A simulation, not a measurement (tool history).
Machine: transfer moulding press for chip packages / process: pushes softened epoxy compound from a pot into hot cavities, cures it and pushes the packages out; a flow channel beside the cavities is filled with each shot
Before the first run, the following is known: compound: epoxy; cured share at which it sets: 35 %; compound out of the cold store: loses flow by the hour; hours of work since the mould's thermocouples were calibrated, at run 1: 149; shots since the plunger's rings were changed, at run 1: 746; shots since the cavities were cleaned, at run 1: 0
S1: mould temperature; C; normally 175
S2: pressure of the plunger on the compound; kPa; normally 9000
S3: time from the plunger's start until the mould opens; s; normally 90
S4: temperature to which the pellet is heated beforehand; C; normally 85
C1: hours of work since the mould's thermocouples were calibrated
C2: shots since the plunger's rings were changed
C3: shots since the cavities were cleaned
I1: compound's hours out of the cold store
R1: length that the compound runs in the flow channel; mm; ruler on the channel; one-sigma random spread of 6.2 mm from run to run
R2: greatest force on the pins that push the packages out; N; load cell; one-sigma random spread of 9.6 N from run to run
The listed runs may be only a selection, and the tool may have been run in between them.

run,day,S1,S2,S3,S4,C1,C2,C3,I1,R1,R2
1,0,175,9000,90,85,149,746,0,44.4,743,413
2,0.738,175,9000,78,85,163,997,251,18.1,876,695
3,1.346,175,9000,78,85,174,1203,457,25.8,832,736
4,1.925,175,9000,78,85,185,1399,653,12.6,900,839
5,2.979,175,9000,78,85,205,1757,1011,26.8,814,879
# day 3.333: cavities cleaned with cleaning compound and waxed
6,3.825,179,9000,90,85,220,2023,167,13.1,867,491
7,4.717,179,9000,90,85,237,2324,468,27.8,801,589
8,5.262,181,9000,90,85,247,2509,653,15.9,839,639
9,5.954,181,9000,90,85,260,2745,889,12,856,663
# day 6.688: cavities cleaned with cleaning compound and waxed
10,6.729,181,9000,90,85,274,2987,14,32.4,758,414
11,7.638,181,9000,90,85,291,3294,321,23.2,791,550
# day 7.808: mould's thermocouples calibrated
12,8.554,181,9000,90,85,14,3577,604,35.1,734,624
13,9.217,175,9000,90,85,27,3801,828,13.5,875,766
14,9.642,175,6850,103,85,35,3947,974,45.4,613,700
# day 10.154: mould's thermocouples calibrated, once more
# day 10.217: cavities cleaned with cleaning compound and waxed
15,10.808,178,7380,91,94,11,4292,200,25.7,701,523
# day 11.646: plunger's sealing rings changed
16,11.646,178,8910,87,83,25,0,449,19.2,856,615
17,12.229,178,8910,87,83,36,198,647,15.9,871,679
18,12.771,178,8910,87,83,46,382,831,8.2,915,709
19,13.221,182,7400,90,85,55,534,983,17.8,774,683
# day 13.658: cavities cleaned with cleaning compound and waxed
20,14.079,175,7330,80,91,70,805,143,39.6,694,552
21,14.838,175,7570,91,91,84,1062,400,20.7,784,629
22,15.292,183,9760,91,94,93,1216,554,28.5,812,603
23,16.167,175,8290,90,85,109,1513,851,39.6,724,726
24,16.717,174,9700,77,86,119,1698,1036,45.3,770,892
# day 17.067: cavities cleaned with cleaning compound and waxed
25,17.283,169,9580,105,81,129,1870,74,30,856,525
26,17.817,175,10710,90,91,139,2051,255,36.1,845,553

5 ways to go on from here, each from the tool as it stands after run 26. What would each give?
A,18.829,175,9000,123,85,158,2394,598,42.8,?,?
B,18.829,179,9000,87,76,158,2394,598,44.4,?,?
C,18.829,175,9000,86,77,158,2394,598,17.8,?,?
D,18.829,175,8480,75,80,158,2394,598,34.1,?,?
E,18.829,169,7080,118,85,158,2394,598,40.8,?,?

run,R1,R2
A,740,618
B,711,642
C,859,702
D,750,835
E,680,644
Stripped of hidden state, with their random variation kept, the same runs would have yielded:
run,R1,R2
A,766,397
B,736,410
C,889,441
D,776,521
E,704,410

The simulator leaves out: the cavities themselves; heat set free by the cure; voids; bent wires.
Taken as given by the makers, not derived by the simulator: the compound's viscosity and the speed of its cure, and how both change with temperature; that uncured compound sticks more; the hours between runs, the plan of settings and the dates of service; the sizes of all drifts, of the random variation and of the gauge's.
